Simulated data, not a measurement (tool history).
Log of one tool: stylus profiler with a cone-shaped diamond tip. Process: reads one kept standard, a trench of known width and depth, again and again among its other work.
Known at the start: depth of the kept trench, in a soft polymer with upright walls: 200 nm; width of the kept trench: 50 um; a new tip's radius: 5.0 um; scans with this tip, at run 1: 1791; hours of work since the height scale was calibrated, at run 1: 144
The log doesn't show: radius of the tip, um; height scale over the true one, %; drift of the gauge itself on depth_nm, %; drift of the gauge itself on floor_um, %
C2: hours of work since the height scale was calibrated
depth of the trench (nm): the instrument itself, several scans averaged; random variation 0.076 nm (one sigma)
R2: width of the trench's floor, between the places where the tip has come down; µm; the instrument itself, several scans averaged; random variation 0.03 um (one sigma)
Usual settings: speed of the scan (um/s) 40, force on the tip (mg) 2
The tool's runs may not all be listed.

{"run": 1, "hour": 0.0, "speed of the scan (um/s)": 40, "force on the tip (mg)": 2, "scans with this tip": 1791, "C2": 144, "depth of the trench (nm)": 203.13, "R2": 46.82}
{"run": 2, "hour": 8.7, "speed of the scan (um/s)": 40, "force on the tip (mg)": 2, "scans with this tip": 1866, "C2": 150, "depth of the trench (nm)": 203.17, "R2": 46.82}
{"run": 3, "hour": 18.4, "speed of the scan (um/s)": 40, "force on the tip (mg)": 2, "scans with this tip": 1949, "C2": 157, "depth of the trench (nm)": 203.12, "R2": 46.88}
{"run": 4, "hour": 30.9, "speed of the scan (um/s)": 40, "force on the tip (mg)": 2, "scans with this tip": 2056, "C2": 165, "depth of the trench (nm)": 203.13, "R2": 46.81}
{"run": 5, "hour": 39.2, "speed of the scan (um/s)": 40, "force on the tip (mg)": 2, "scans with this tip": 2128, "C2": 171, "depth of the trench (nm)": 203.13, "R2": 46.88}
{"run": 6, "hour": 52.7, "speed of the scan (um/s)": 40, "force on the tip (mg)": 2, "scans with this tip": 2244, "C2": 181, "depth of the trench (nm)": 203.16, "R2": 46.83}
{"hour": 53.9, "done": "height scale calibrated on a step standard"}
{"run": 7, "hour": 66.5, "speed of the scan (um/s)": 40, "force on the tip (mg)": 2, "scans with this tip": 2358, "C2": 9, "depth of the trench (nm)": 203.22, "R2": 46.78}
{"run": 8, "hour": 75.6, "speed of the scan (um/s)": 40, "force on the tip (mg)": 2, "scans with this tip": 2436, "C2": 15, "depth of the trench (nm)": 203.38, "R2": 46.81}
{"run": 9, "hour": 82.3, "speed of the scan (um/s)": 40, "force on the tip (mg)": 2, "scans with this tip": 2494, "C2": 20, "depth of the trench (nm)": 203.36, "R2": 46.82}
{"run": 10, "hour": 93.0, "speed of the scan (um/s)": 12, "force on the tip (mg)": 1.07, "scans with this tip": 2586, "C2": 27, "depth of the trench (nm)": 202.25, "R2": 46.94}
{"run": 11, "hour": 105.8, "speed of the scan (um/s)": 25, "force on the tip (mg)": 2.56, "scans with this tip": 2696, "C2": 36, "depth of the trench (nm)": 203.72, "R2": 46.86}
{"run": 12, "hour": 112.4, "speed of the scan (um/s)": 26, "force on the tip (mg)": 4.58, "scans with this tip": 2753, "C2": 40, "depth of the trench (nm)": 205.37, "R2": 46.88}
{"hour": 124.5, "done": "height scale calibrated on a step standard, once more"}
{"run": 13, "hour": 126.3, "speed of the scan (um/s)": 26, "force on the tip (mg)": 3.46, "scans with this tip": 2868, "C2": 1, "depth of the trench (nm)": 204.28, "R2": 46.89}
{"run": 14, "hour": 136.4, "speed of the scan (um/s)": 26, "force on the tip (mg)": 3.46, "scans with this tip": 2955, "C2": 8, "depth of the trench (nm)": 204.27, "R2": 46.86}
{"run": 15, "hour": 151.5, "speed of the scan (um/s)": 26, "force on the tip (mg)": 3.46, "scans with this tip": 3084, "C2": 19, "depth of the trench (nm)": 204.32, "R2": 46.87}
{"run": 16, "hour": 162.2, "speed of the scan (um/s)": 55, "force on the tip (mg)": 0.76, "scans with this tip": 3176, "C2": 26, "depth of the trench (nm)": 201.55, "R2": 46.52}
{"run": 17, "hour": 171.0, "speed of the scan (um/s)": 105, "force on the tip (mg)": 2.08, "scans with this tip": 3252, "C2": 32, "depth of the trench (nm)": 202.97, "R2": 46.39}

3 ways to go on from here, each from the tool as it stands after run 17. What would each give?
{"run": "A", "hour": 180.5, "speed of the scan (um/s)": 39, "force on the tip (mg)": 1.39, "scans with this tip": 3334, "C2": 39, "depth of the trench (nm)": "?", "R2": "?"}
{"run": "B", "hour": 180.5, "speed of the scan (um/s)": 16, "force on the tip (mg)": 2.86, "scans with this tip": 3334, "C2": 39, "depth of the trench (nm)": "?", "R2": "?"}
{"run": "C", "hour": 180.5, "speed of the scan (um/s)": 105, "force on the tip (mg)": 2.02, "scans with this tip": 3334, "C2": 39, "depth of the trench (nm)": "?", "R2": "?"}

run=A depth_of_the_trench_(nm)=202.49 R2=46.66
run=B depth_of_the_trench_(nm)=203.86 R2=46.9
run=C depth_of_the_trench_(nm)=202.94 R2=46.37
Without the tool's hidden state the same runs would have given:
run=A depth_of_the_trench_(nm)=202.53 R2=46.9
run=B depth_of_the_trench_(nm)=203.9 R2=47.14
run=C depth_of_the_trench_(nm)=202.99 R2=46.61
